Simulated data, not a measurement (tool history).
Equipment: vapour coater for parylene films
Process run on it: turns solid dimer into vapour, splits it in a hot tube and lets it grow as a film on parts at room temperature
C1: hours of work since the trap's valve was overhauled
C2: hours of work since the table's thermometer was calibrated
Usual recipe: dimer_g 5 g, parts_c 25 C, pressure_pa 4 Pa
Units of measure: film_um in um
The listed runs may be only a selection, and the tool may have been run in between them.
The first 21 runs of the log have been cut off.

run 22 hour=424.1 | dimer_g=4 parts_c=31 pressure_pa=5.11 | C1=21 C2=898 | film_um=1.6
run 23 hour=444.2 | dimer_g=4 parts_c=31 pressure_pa=5.11 | C1=35 C2=911 | film_um=1.61
-- hour=478.4 trap's valve overhauled, once more
run 24 hour=478.4 | dimer_g=4 parts_c=31 pressure_pa=5.11 | C1=0 C2=931 | film_um=1.71
run 25 hour=503.2 | dimer_g=3 parts_c=23 pressure_pa=5.11 | C1=17 C2=948 | film_um=1.91
run 26 hour=529.3 | dimer_g=3 parts_c=29 pressure_pa=3.28 | C1=34 C2=965 | film_um=1.42
run 27 hour=544.9 | dimer_g=3 parts_c=29 pressure_pa=3.28 | C1=44 C2=976 | film_um=1.46
run 28 hour=564.5 | dimer_g=6 parts_c=25 pressure_pa=4.82 | C1=58 C2=989 | film_um=3.41
run 29 hour=581.8 | dimer_g=7 parts_c=25 pressure_pa=2.05 | C1=69 C2=1000 | film_um=4.16
run 30 hour=602.4 | dimer_g=5 parts_c=19 pressure_pa=3.1 | C1=83 C2=1014 | film_um=3.6
run 31 hour=620 | dimer_g=7 parts_c=19 pressure_pa=3.72 | C1=95 C2=1026 | film_um=5.08
run 32 hour=643.7 | dimer_g=2 parts_c=18 pressure_pa=8.19 | C1=110 C2=1042 | film_um=1.44
run 33 hour=665.6 | dimer_g=2 parts_c=18 pressure_pa=8.19 | C1=125 C2=1056 | film_um=1.44
run 34 hour=695.6 | dimer_g=6 parts_c=27 pressure_pa=3.77 | C1=145 C2=1076 | film_um=3.06
run 35 hour=711.3 | dimer_g=2 parts_c=28 pressure_pa=4.98 | C1=156 C2=1087 | film_um=0.98
run 36 hour=728.5 | dimer_g=2 parts_c=28 pressure_pa=4.98 | C1=167 C2=1098 | film_um=1
run 37 hour=760.5 | dimer_g=4 parts_c=28 pressure_pa=5.34 | C1=189 C2=1120 | film_um=1.9
run 38 hour=783.7 | dimer_g=4 parts_c=25 pressure_pa=3.4 | C1=204 C2=1135 | film_um=2.28

Alternative continuations, all from the tool just after run 38; predict every row:
run A hour=801.7 | dimer_g=3 parts_c=17 pressure_pa=2.77 | C1=216 C2=1147 | film_um=?
run B hour=801.7 | dimer_g=3 parts_c=19 pressure_pa=4 | C1=216 C2=1147 | film_um=?
run C hour=801.7 | dimer_g=4 parts_c=25 pressure_pa=6.55 | C1=216 C2=1147 | film_um=?
run D hour=801.7 | dimer_g=4 parts_c=23 pressure_pa=4 | C1=216 C2=1147 | film_um=?

run=A film_um=2.13
run=B film_um=2.09
run=C film_um=2.19
run=D film_um=2.43
Had the tool no hidden state, the same runs would have come out as:
run=A film_um=2.24
run=B film_um=2.2
run=C film_um=2.33
run=D film_um=2.59
